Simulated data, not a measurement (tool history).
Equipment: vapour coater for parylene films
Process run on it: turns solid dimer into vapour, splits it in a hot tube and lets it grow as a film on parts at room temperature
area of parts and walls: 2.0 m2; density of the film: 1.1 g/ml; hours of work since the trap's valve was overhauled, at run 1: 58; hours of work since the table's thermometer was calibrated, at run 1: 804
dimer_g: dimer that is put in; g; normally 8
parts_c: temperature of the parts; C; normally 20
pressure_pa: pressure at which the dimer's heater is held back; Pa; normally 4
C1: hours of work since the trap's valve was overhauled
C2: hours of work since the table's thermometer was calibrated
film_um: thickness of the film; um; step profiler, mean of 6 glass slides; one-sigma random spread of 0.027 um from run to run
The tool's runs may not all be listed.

Run 1, day 0: usual settings; C1 58; C2 804. Result: film_um 2.84 um.
Run 2, day 0.55: usual settings; C1 69; C2 815. Result: film_um 2.86 um.
Run 3, day 1.658: usual settings but pressure_pa 5.86 Pa; C1 91; C2 837. Result: film_um 2.71 um.
Run 4, day 2.429: usual settings but dimer_g 6 g; C1 106; C2 852. Result: film_um 2.07 um.
Run 5, day 3.079: usual settings but dimer_g 6 g; C1 119; C2 865. Result: film_um 2.1 um.
At day 3.333: trap's valve overhauled.
Run 6, day 3.879: usual settings but dimer_g 6 g; C1 11; C2 878. Result: film_um 2.05 um.
Run 7, day 5.062: usual settings but parts_c 30 C; C1 34; C2 901. Result: film_um 1.75 um.
Run 8, day 6.35: usual settings but parts_c 15 C; C1 60; C2 927. Result: film_um 3.35 um.
Run 9, day 7.254: usual settings but pressure_pa 4.28 Pa; C1 78; C2 944. Result: film_um 2.66 um.
At day 7.883: table's thermometer calibrated.
Run 10, day 8.492: usual settings but dimer_g 7 g, pressure_pa 4.02 Pa; C1 101; C2 12. Result: film_um 2.22 um.
Run 11, day 9.329: usual settings but parts_c 15 C; C1 118; C2 29. Result: film_um 3.18 um.
At day 9.554: trap's valve overhauled, once more.
Run 12, day 10.712: usual settings but dimer_g 6 g, parts_c 19 C; C1 23; C2 53. Result: film_um 2.13 um.
Run 13, day 11.483: usual settings but dimer_g 13 g, parts_c 30 C, pressure_pa 2.98 Pa; C1 38; C2 68. Result: film_um 3 um.
Run 14, day 12.296: usual settings but dimer_g 14 g, pressure_pa 4.58 Pa; C1 54; C2 84. Result: film_um 4.67 um.
Run 15, day 13.146: usual settings but dimer_g 14 g, pressure_pa 4.58 Pa; C1 71; C2 101. Result: film_um 4.8 um.
Run 16, day 14.208: usual settings but dimer_g 14 g, pressure_pa 4.58 Pa; C1 92; C2 122. Result: film_um 4.66 um.

Forecast each of these 5 alternatives for the next run:
Run A, day 15.296: usual settings but parts_c 32 C; C1 114; C2 143. Result: film_um ?.
Run B, day 15.296: usual settings but dimer_g 14 g, parts_c 30 C, pressure_pa 4.58 Pa; C1 114; C2 143. Result: film_um ?.
Run C, day 15.296: usual settings but dimer_g 7 g, parts_c 17 C, pressure_pa 7.49 Pa; C1 114; C2 143. Result: film_um ?.
Run D, day 15.296: usual settings but parts_c 15 C, pressure_pa 4.58 Pa; C1 114; C2 143. Result: film_um ?.
Run E, day 15.296: usual settings but dimer_g 9 g; C1 114; C2 143. Result: film_um ?.

run  film_um
  A     1.63
  B     3.05
  C     2.46
  D      3.3
  E     3.05
The same runs, with their run-to-run variation unchanged, on a tool lacking any hidden condition would have given:
run  film_um
  A     1.68
  B     3.15
  C     2.54
  D      3.4
  E     3.14

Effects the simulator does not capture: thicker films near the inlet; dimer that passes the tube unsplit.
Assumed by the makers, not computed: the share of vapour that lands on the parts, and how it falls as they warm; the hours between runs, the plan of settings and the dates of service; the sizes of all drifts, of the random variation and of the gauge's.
